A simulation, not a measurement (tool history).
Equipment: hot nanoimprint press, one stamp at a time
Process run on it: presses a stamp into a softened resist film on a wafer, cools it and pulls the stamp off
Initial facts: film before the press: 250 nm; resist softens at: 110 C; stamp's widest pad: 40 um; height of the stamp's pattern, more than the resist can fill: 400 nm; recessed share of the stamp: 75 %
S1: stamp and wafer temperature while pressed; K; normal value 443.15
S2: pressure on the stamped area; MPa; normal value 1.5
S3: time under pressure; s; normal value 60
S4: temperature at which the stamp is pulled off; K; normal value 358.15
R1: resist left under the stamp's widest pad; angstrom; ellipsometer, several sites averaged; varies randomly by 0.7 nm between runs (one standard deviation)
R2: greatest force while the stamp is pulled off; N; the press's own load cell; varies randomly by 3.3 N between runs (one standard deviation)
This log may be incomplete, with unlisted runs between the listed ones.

{"run": 1, "hour": 0.0, "S1": 443.15, "S2": 1.5, "S3": 60, "S4": 358.15, "R1": 971, "R2": 182}
{"run": 2, "hour": 15.8, "S1": 443.15, "S2": 1.5, "S3": 60, "S4": 350.15, "R1": 974, "R2": 224}
{"run": 3, "hour": 27.7, "S1": 443.15, "S2": 1.5, "S3": 60, "S4": 358.15, "R1": 976, "R2": 191}
{"run": 4, "hour": 45.7, "S1": 444.15, "S2": 1.5, "S3": 60, "S4": 358.15, "R1": 925, "R2": 200}
{"run": 5, "hour": 56.7, "S1": 444.15, "S2": 1.5, "S3": 60, "S4": 361.15, "R1": 917, "R2": 184}
{"run": 6, "hour": 73.0, "S1": 444.15, "S2": 1.5, "S3": 60, "S4": 361.15, "R1": 929, "R2": 185}
{"run": 7, "hour": 83.5, "S1": 443.15, "S2": 1.42, "S3": 60, "S4": 358.15, "R1": 1005, "R2": 205}
{"hour": 88.0, "done": "plate thermocouple calibrated"}
{"run": 8, "hour": 96.3, "S1": 443.15, "S2": 1.5, "S3": 60, "S4": 358.15, "R1": 898, "R2": 198}
{"run": 9, "hour": 109.3, "S1": 443.15, "S2": 1.5, "S3": 60, "S4": 358.15, "R1": 892, "R2": 203}
{"run": 10, "hour": 126.6, "S1": 443.15, "S2": 1.5, "S3": 60, "S4": 358.15, "R1": 912, "R2": 213}
{"run": 11, "hour": 144.4, "S1": 443.15, "S2": 1.5, "S3": 60, "S4": 358.15, "R1": 906, "R2": 210}
{"run": 12, "hour": 162.4, "S1": 443.15, "S2": 1.5, "S3": 60, "S4": 358.15, "R1": 917, "R2": 217}
{"run": 13, "hour": 173.3, "S1": 443.15, "S2": 1.5, "S3": 60, "S4": 358.15, "R1": 909, "R2": 220}
{"run": 14, "hour": 190.1, "S1": 447.15, "S2": 1.5, "S3": 60, "S4": 358.15, "R1": 755, "R2": 217}
{"run": 15, "hour": 198.6, "S1": 447.15, "S2": 1.5, "S3": 60, "S4": 358.15, "R1": 743, "R2": 216}
{"run": 16, "hour": 216.5, "S1": 447.15, "S2": 1.5, "S3": 60, "S4": 358.15, "R1": 759, "R2": 226}
{"run": 17, "hour": 232.6, "S1": 447.15, "S2": 1.5, "S3": 60, "S4": 359.15, "R1": 751, "R2": 220}
{"run": 18, "hour": 245.1, "S1": 447.15, "S2": 1.5, "S3": 60, "S4": 359.15, "R1": 762, "R2": 226}
{"hour": 253.6, "done": "stamp cleaned and given a new release coat"}
{"run": 19, "hour": 261.3, "S1": 438.15, "S2": 2.02, "S3": 60, "S4": 350.15, "R1": 1014, "R2": 200}
{"run": 20, "hour": 270.4, "S1": 450.15, "S2": 1.5, "S3": 60, "S4": 358.15, "R1": 670, "R2": 158}
{"run": 21, "hour": 286.5, "S1": 453.15, "S2": 1.5, "S3": 31, "S4": 351.15, "R1": 758, "R2": 198}
{"run": 22, "hour": 299.2, "S1": 453.15, "S2": 1.5, "S3": 31, "S4": 351.15, "R1": 762, "R2": 200}
{"run": 23, "hour": 309.3, "S1": 453.15, "S2": 1.5, "S3": 31, "S4": 351.15, "R1": 758, "R2": 208}
{"run": 24, "hour": 324.9, "S1": 435.15, "S2": 1.87, "S3": 33, "S4": 348.15, "R1": 1524, "R2": 229}
{"run": 25, "hour": 338.9, "S1": 443.15, "S2": 1.03, "S3": 60, "S4": 358.15, "R1": 1096, "R2": 171}
{"run": 26, "hour": 346.4, "S1": 443.15, "S2": 1.03, "S3": 60, "S4": 358.15, "R1": 1118, "R2": 178}
{"run": 27, "hour": 355.6, "S1": 452.15, "S2": 1.44, "S3": 86, "S4": 345.15, "R1": 539, "R2": 253}
{"run": 28, "hour": 372.7, "S1": 441.15, "S2": 1.44, "S3": 86, "S4": 351.15, "R1": 915, "R2": 225}
{"run": 29, "hour": 389.7, "S1": 444.15, "S2": 1.89, "S3": 88, "S4": 362.15, "R1": 689, "R2": 175}
{"run": 30, "hour": 407.2, "S1": 446.15, "S2": 2.05, "S3": 60, "S4": 363.15, "R1": 707, "R2": 169}
{"run": 31, "hour": 424.9, "S1": 453.15, "S2": 1.44, "S3": 88, "S4": 348.15, "R1": 516, "R2": 252}

Predict each of these 3 candidate next runs independently; none follows another, all start after run 31:
{"run": "A", "hour": 440.7, "S1": 437.15, "S2": 1.5, "S3": 60, "S4": 351.15, "R1": "?", "R2": "?"}
{"run": "B", "hour": 440.7, "S1": 433.15, "S2": 1.57, "S3": 37, "S4": 348.15, "R1": "?", "R2": "?"}
{"run": "C", "hour": 440.7, "S1": 443.15, "S2": 1.5, "S3": 33, "S4": 358.15, "R1": "?", "R2": "?"}

run=A R1=1256 R2=241
run=B R1=1723 R2=257
run=C R1=1193 R2=197
The same runs, with their run-to-run variation unchanged, on a tool lacking any hidden condition would have given:
run=A R1=1169 R2=188
run=B R1=1628 R2=201
run=C R1=1114 R2=153
